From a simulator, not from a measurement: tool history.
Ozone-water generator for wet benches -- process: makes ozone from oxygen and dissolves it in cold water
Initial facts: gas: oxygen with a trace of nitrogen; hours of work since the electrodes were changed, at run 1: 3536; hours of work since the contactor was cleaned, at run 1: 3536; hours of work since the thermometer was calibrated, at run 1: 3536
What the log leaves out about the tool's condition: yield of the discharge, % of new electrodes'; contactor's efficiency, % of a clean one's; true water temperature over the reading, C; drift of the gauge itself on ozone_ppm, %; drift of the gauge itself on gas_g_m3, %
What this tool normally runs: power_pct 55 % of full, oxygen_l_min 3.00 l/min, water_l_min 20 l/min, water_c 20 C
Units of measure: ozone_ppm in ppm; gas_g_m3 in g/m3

| run | hour | power_pct | oxygen_l_min | water_l_min | water_c | hours of work since the electrodes were changed | hours of work since the contactor was cleaned | hours of work since the thermometer was calibrated | ozone_ppm | gas_g_m3 |
|---|---|---|---|---|---|---|---|---|---|---|
| 1 | 0.0 | 55 | 3.00 | 20 | 20 | 3536 | 3536 | 3536 | 12.9 | 220.3 |
| 2 | 71.8 | 55 | 3.00 | 20 | 20 | 3606 | 3606 | 3606 | 12.9 | 223.0 |
| 3 | 138.2 | 55 | 3.00 | 20 | 22 | 3670 | 3670 | 3670 | 12.7 | 220.9 |
| 4 | 233.0 | 55 | 3.00 | 20 | 13 | 3762 | 3762 | 3762 | 13.9 | 220.1 |
| 5 | 286.4 | 55 | 3.00 | 20 | 20 | 3814 | 3814 | 3814 | 12.8 | 219.6 |
| 6 | 360.4 | 55 | 3.00 | 13 | 20 | 3886 | 3886 | 3886 | 18.3 | 220.3 |
| 7 | 434.2 | 55 | 3.00 | 13 | 20 | 3957 | 3957 | 3957 | 18.3 | 217.8 |
|  | 513.3 | contactor cleaned |
| 8 | 520.6 | 55 | 3.00 | 20 | 20 | 4037 | 7 | 4037 | 12.1 | 222.3 |
|  | 525.3 | water thermometer calibrated |
| 9 | 573.2 | 55 | 4.49 | 20 | 20 | 4088 | 58 | 46 | 13.1 | 183.8 |
| 10 | 664.0 | 55 | 3.00 | 20 | 20 | 4176 | 146 | 135 | 12.3 | 215.9 |
| 11 | 720.9 | 55 | 3.00 | 20 | 20 | 4231 | 201 | 190 | 12.0 | 216.2 |
| 12 | 820.6 | 79 | 3.00 | 20 | 20 | 4328 | 298 | 286 | 14.3 | 259.3 |
| 13 | 892.8 | 79 | 3.00 | 20 | 20 | 4398 | 368 | 356 | 14.1 | 261.9 |
| 14 | 948.2 | 55 | 3.00 | 20 | 19 | 4452 | 421 | 410 | 12.0 | 216.4 |
| 15 | 1037.2 | 58 | 3.00 | 20 | 14 | 4538 | 508 | 497 | 13.0 | 223.1 |
| 16 | 1078.6 | 58 | 3.00 | 20 | 14 | 4578 | 548 | 537 | 12.8 | 222.0 |
|  | 1094.7 | contactor cleaned, once more |
| 17 | 1138.8 | 40 | 3.22 | 20 | 20 | 4633 | 43 | 591 | 11.8 | 180.7 |
| 18 | 1223.3 | 85 | 3.22 | 23 | 22 | 4715 | 125 | 673 | 14.8 | 261.5 |
| 19 | 1324.1 | 83 | 2.73 | 12 | 20 | 4812 | 223 | 771 | 24.2 | 274.6 |
| 20 | 1390.3 | 83 | 2.73 | 12 | 20 | 4877 | 287 | 835 | 24.6 | 274.4 |
| 21 | 1465.0 | 83 | 2.73 | 12 | 20 | 4949 | 359 | 908 | 24.5 | 271.2 |
| 22 | 1538.6 | 46 | 2.54 | 20 | 16 | 5021 | 431 | 979 | 12.1 | 210.5 |
| 23 | 1607.7 | 57 | 3.87 | 22 | 23 | 5088 | 498 | 1046 | 12.5 | 196.0 |
| 24 | 1692.6 | 57 | 3.87 | 22 | 23 | 5170 | 580 | 1128 | 12.5 | 195.8 |
| 25 | 1748.1 | 67 | 1.65 | 20 | 20 | 5224 | 634 | 1182 | 12.0 | 306.2 |

Predict each of these 5 candidate next runs independently; none follows another, all start after run 25:
| A | 1812.2 | 67 | 3.53 | 21 | 14 | 5286 | 696 | 1245 | ? | ? |
| B | 1812.2 | 44 | 1.65 | 20 | 15 | 5286 | 696 | 1245 | ? | ? |
| C | 1812.2 | 67 | 1.65 | 17 | 20 | 5286 | 696 | 1245 | ? | ? |
| D | 1812.2 | 55 | 3.00 | 26 | 20 | 5286 | 696 | 1245 | ? | ? |
| E | 1812.2 | 62 | 1.65 | 22 | 20 | 5286 | 696 | 1245 | ? | ? |

| run | ozone_ppm | gas_g_m3 |
|---|---|---|
| A | 15.1 | 218.3 |
| B | 10.5 | 249.0 |
| C | 14.1 | 301.1 |
| D | 10.2 | 213.3 |
| E | 10.3 | 292.3 |
Stripped of hidden state, with their random variation kept, the same runs would have yielded:
| run | ozone_ppm | gas_g_m3 |
|---|---|---|
| A | 17.3 | 245.9 |
| B | 11.7 | 273.2 |
| C | 16.2 | 339.1 |
| D | 11.6 | 237.4 |
| E | 11.8 | 327.6 |
